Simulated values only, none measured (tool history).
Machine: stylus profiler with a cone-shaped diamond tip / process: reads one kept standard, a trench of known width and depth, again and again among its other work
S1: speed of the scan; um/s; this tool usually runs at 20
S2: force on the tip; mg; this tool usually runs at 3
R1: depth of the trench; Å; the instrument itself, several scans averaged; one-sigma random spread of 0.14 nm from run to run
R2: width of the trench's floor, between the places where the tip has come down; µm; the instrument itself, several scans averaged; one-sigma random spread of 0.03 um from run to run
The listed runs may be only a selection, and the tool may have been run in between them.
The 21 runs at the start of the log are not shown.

| run | hour | S1 | S2 | R1 | R2 |
|---|---|---|---|---|---|
| 22 | 964.7 | 15 | 3.88 | 5055.6 | 43.05 |
| 23 | 1001.8 | 9 | 5.34 | 5065 | 43.05 |
| 24 | 1051 | 33 | 1.07 | 5019.6 | 42.84 |
| 25 | 1100.5 | 33 | 1.07 | 5020.3 | 42.85 |
| 26 | 1168.1 | 33 | 1.07 | 5020.1 | 42.84 |
| 27 | 1206.7 | 53 | 3.87 | 5049.3 | 42.77 |
| 28 | 1254.4 | 41 | 3.87 | 5048.7 | 42.74 |
|  | 1271.1 | new tip fitted, height scale calibrated |
| 29 | 1314.5 | 50 | 1.13 | 5024 | 45.45 |
| 30 | 1351 | 32 | 3.9 | 5051.1 | 45.53 |
| 31 | 1418.2 | 7 | 6.59 | 5073.6 | 45.51 |

Expected results for the next run?
| 32 | 1455.3 | 6 | 1 | ? | ? |

{"run 32": {"R1": 5020.8, "R2": 45.36}}
If the tool had no hidden condition, the same run with the same run-to-run variation would have returned R1 5023 Å, R2 45.61 µm.
